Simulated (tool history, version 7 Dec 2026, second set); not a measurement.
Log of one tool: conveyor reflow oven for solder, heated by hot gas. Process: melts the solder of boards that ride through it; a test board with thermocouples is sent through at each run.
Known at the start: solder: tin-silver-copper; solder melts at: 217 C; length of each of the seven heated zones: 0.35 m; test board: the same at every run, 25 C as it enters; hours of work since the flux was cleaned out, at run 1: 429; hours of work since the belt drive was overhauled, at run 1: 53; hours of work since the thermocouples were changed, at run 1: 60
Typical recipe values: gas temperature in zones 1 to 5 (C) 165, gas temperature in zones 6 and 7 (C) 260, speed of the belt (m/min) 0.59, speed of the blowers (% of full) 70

run   hour  gas temperature in zones 1 to 5 (C)  gas temperature in zones 6 and 7 (C)  speed of the belt (m/min)  speed of the blowers (% of full)  hours of work since the flux was cleaned out  hours of work since the belt drive was overhauled  hours of work since the thermocouples were changed  highest temperature of the board (C)  time above the solder's melting point (s)
  1      0                                  165                                   260                       0.59                                70                                           429                                                 53                                                  60                                 245.8                                       46.6
  2    6.7                                  165                                   260                       0.59                                70                                           432                                                 56                                                  63                                 246.1                                       46.5
  3   19.2                                  165                                   260                       0.59                                70                                           438                                                 62                                                  69                                 245.7                                       46.4
  4   28.9                                  160                                   260                       0.59                                70                                           442                                                 66                                                  73                                 244.7                                       44.1
  5   41.5                                  160                                   260                       0.59                                70                                           448                                                 72                                                  79                                 244.8                                       44.1
  6   50.8                                  165                                   260                       0.59                                70                                           453                                                 76                                                  83                                 245.7                                       46.3
  7   59.8                                  165                                   260                       0.59                                70                                           457                                                 80                                                  88                                 245.9                                       46.7
  8     72                                  165                                   260                       0.59                                70                                           462                                                 86                                                  93                                 245.9                                       46.3
      79.2  -- flux residue cleaned out of gas plates and filters
  9   88.8                                  165                                   252                       0.59                                70                                             4                                                 92                                                  99                                 240.1                                       42.1
 10   97.7                                  165                                   252                       0.59                                70                                             9                                                 96                                                 103                                   240                                       42.1
 11  109.7                                  165                                   252                       0.55                                80                                            14                                                101                                                 109                                 242.8                                       49.7
 12  122.7                                  165                                   260                       0.59                                64                                            20                                                108                                                 115                                   246                                       46.8
 13  128.5                                  165                                   260                       0.59                                68                                            23                                                110                                                 117                                 246.6                                       47.5
     133.2  -- belt drive overhauled, speed set with a stopwatch
 14  140.6                                  165                                   260                      0.664                                68                                            27                                                  3                                                 121                                 242.9                                       38.4
 15  148.5                                  177                                   252                       0.59                                70                                            30                                                  7                                                 125                                 241.8                                       47.9
 16  155.7                                  177                                   252                       0.59                                70                                            34                                                 11                                                 128                                 241.6                                       47.8
 17  168.2                                  160                                   266                      0.593                                76                                            40                                                 16                                                 134                                   253                                       50.6
     177.3  -- belt drive overhauled, speed set with a stopwatch, once more
 18  185.8                                  168                                   252                      0.691                                59                                            46                                                  4                                                 140                                 233.3                                         28

Describe how what the log doesn't record of the tool's condition differs between the last listed run preceding each entry between runs and the first listed run following it.
Runs 8 to 9: flux residue cleaned out of gas plates and filters (hour 79.2)
  heat that the gas passes to the board, % of a clean oven's: 91.8 -> 99.9; belt's true speed, % of the reading: 100.02 -> 100.01; true gas temperature in zones 6 and 7 over the reading, C: -0.07 -> -0.08
  measured minus no-state result, highest temperature of the board (C): -1.6 -> -0.1; time above the solder's melting point (s): -1.9 -> -0.1
Runs 13 to 14: belt drive overhauled, speed set with a stopwatch (hour 133.2)
  heat that the gas passes to the board, % of a clean oven's: 99.5 -> 99.4; belt's true speed, % of the reading: 99.99 -> 99.98; true gas temperature in zones 6 and 7 over the reading, C: -0.1 -> -0.11
  measured minus no-state result, highest temperature of the board (C): -0.2 -> -0.2; time above the solder's melting point (s): -0.2 -> -0.2
Runs 17 to 18: belt drive overhauled, speed set with a stopwatch, once more (hour 177.3)
  heat that the gas passes to the board, % of a clean oven's: 99.2 -> 99.1; belt's true speed, % of the reading: 99.97 -> 99.95; true gas temperature in zones 6 and 7 over the reading, C: -0.12 -> -0.13
  measured minus no-state result, highest temperature of the board (C): -0.3 -> -0.3; time above the solder's melting point (s): -0.2 -> -0.3
